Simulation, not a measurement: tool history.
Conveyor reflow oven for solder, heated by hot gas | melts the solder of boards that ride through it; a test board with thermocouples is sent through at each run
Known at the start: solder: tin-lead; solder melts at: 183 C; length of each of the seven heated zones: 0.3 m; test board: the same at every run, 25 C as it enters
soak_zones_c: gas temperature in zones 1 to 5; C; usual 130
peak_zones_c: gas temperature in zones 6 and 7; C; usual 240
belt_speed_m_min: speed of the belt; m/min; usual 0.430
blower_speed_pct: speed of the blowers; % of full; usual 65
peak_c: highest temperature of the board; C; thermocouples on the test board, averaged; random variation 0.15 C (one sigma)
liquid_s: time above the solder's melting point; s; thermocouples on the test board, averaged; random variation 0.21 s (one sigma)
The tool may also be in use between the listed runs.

run	hour	soak_zones_c	peak_zones_c	belt_speed_m_min	blower_speed_pct	peak_c	liquid_s
1	0.0	130	240	0.430	65	214.2	55.4
2	7.6	130	240	0.430	84	221.7	63.0
3	17.9	130	240	0.430	65	214.0	55.5
4	25.3	130	240	0.430	65	214.1	55.4
5	33.2	130	240	0.430	65	214.1	55.7
6	38.0	130	240	0.430	65	213.9	55.6
7	45.4	130	240	0.430	65	214.2	54.9
8	51.8	130	240	0.430	65	214.2	55.5
9	59.4	130	240	0.430	65	214.0	55.0
10	64.1	130	240	0.430	65	214.3	55.3
11	72.2	130	240	0.430	65	214.4	55.3
12	79.7	130	240	0.430	65	214.2	55.5
13	88.7	130	240	0.430	65	214.0	55.3
14	95.3	130	240	0.430	65	213.9	55.2
15	104.9	130	240	0.430	65	214.0	55.3
16	112.5	130	240	0.430	65	213.9	55.1
17	117.6	130	240	0.430	65	214.1	55.7
18	123.4	130	240	0.430	65	213.9	55.2
19	132.0	130	240	0.430	65	214.2	55.1
20	140.8	130	240	0.430	65	214.3	55.3
21	145.6	130	231	0.472	76	207.8	44.8
22	154.1	130	231	0.472	76	207.7	44.4
23	163.1	116	240	0.430	85	219.2	57.2
24	171.0	116	240	0.430	85	219.6	57.3
25	178.5	116	240	0.430	85	219.6	57.2
26	184.0	116	240	0.430	85	219.2	57.1
27	194.5	116	240	0.430	85	219.4	56.9
28	204.3	116	240	0.383	85	223.8	68.5
29	210.2	116	240	0.383	85	223.7	68.9
30	220.3	139	235	0.430	65	212.1	56.7
31	225.7	130	246	0.368	65	225.5	76.9

Some steps in peak_c between neighbouring runs. How much of each would the tool show without its hidden state too (settings, what came in, random variation), and how much is left for the hidden state, with any gauge scatter that isn't in both results?
The hidden state here: heat that the gas passes to the board, % of a clean oven's; belt's true speed, % of the reading; true gas temperature in zones 6 and 7 over the reading, C; drift of the gauge itself on peak_c, C; drift of the gauge itself on liquid_s, %.
Run 1 -> 2: blower_speed_pct 65 -> 84. peak_c +7.5 C: hidden state -0.1, all else +7.6.
Run 19 -> 20: no setting changed, nothing entered. peak_c +0.1 C: hidden state -0.1, all else +0.2.
Run 22 -> 23: soak_zones_c 130 -> 116, peak_zones_c 231 -> 240, belt_speed_m_min 0.472 -> 0.430, blower_speed_pct 76 -> 85. peak_c +11.5 C: hidden state -0.1, all else +11.6.
Run 29 -> 30: soak_zones_c 116 -> 139, peak_zones_c 240 -> 235, belt_speed_m_min 0.383 -> 0.430, blower_speed_pct 85 -> 65. peak_c -11.6 C: hidden state +0.0, all else -11.6.
Run 30 -> 31: soak_zones_c 139 -> 130, peak_zones_c 235 -> 246, belt_speed_m_min 0.430 -> 0.368. peak_c +13.4 C: hidden state +0.1, all else +13.3.
